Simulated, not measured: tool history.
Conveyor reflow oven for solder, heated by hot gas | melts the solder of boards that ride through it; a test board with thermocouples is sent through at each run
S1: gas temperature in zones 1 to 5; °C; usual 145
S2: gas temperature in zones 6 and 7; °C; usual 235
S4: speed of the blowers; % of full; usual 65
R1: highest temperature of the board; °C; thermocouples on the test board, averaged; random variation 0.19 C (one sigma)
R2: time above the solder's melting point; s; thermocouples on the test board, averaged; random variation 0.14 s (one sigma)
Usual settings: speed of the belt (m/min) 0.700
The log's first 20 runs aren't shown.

run 21 day=42.612 | S1=157 S2=235 speed_of_the_belt_(m/min)=0.780 S4=65 | R1=213.0 R2=43.1
run 22 day=44.562 | S1=146 S2=235 speed_of_the_belt_(m/min)=0.780 S4=66 | R1=210.1 R2=36.9
-- day=46.462 belt drive overhauled, speed set with a stopwatch, once more
run 23 day=46.825 | S1=146 S2=235 speed_of_the_belt_(m/min)=0.780 S4=66 | R1=208.8 R2=35.3
run 24 day=48.904 | S1=146 S2=235 speed_of_the_belt_(m/min)=0.780 S4=66 | R1=208.9 R2=35.1
run 25 day=51.138 | S1=146 S2=235 speed_of_the_belt_(m/min)=0.780 S4=66 | R1=208.6 R2=34.9
run 26 day=52.608 | S1=146 S2=235 speed_of_the_belt_(m/min)=0.793 S4=61 | R1=206.5 R2=32.4
-- day=53.046 flux residue cleaned out of gas plates and filters
run 27 day=53.971 | S1=150 S2=223 speed_of_the_belt_(m/min)=0.796 S4=73 | R1=205.7 R2=34.1
run 28 day=56.179 | S1=147 S2=223 speed_of_the_belt_(m/min)=0.668 S4=56 | R1=207.1 R2=42.0
run 29 day=57.333 | S1=147 S2=223 speed_of_the_belt_(m/min)=0.668 S4=56 | R1=206.8 R2=42.1
run 30 day=58.746 | S1=147 S2=223 speed_of_the_belt_(m/min)=0.668 S4=56 | R1=207.2 R2=41.9

4 ways to go on from here, each from the tool as it stands after run 30. What would each give?
run A day=61.288 | S1=156 S2=235 speed_of_the_belt_(m/min)=0.700 S4=65 | R1=? R2=?
run B day=61.288 | S1=143 S2=223 speed_of_the_belt_(m/min)=0.678 S4=64 | R1=? R2=?
run C day=61.288 | S1=145 S2=235 speed_of_the_belt_(m/min)=0.700 S4=54 | R1=? R2=?
run D day=61.288 | S1=147 S2=238 speed_of_the_belt_(m/min)=0.748 S4=89 | R1=? R2=?

run=A R1=218.8 R2=51.3
run=B R1=207.2 R2=39.7
run=C R1=214.2 R2=44.2
run=D R1=220.7 R2=46.1
Without the tool's hidden state the same runs would have given:
run=A R1=219.0 R2=51.4
run=B R1=207.4 R2=40.1
run=C R1=214.5 R2=44.4
run=D R1=221.1 R2=46.3

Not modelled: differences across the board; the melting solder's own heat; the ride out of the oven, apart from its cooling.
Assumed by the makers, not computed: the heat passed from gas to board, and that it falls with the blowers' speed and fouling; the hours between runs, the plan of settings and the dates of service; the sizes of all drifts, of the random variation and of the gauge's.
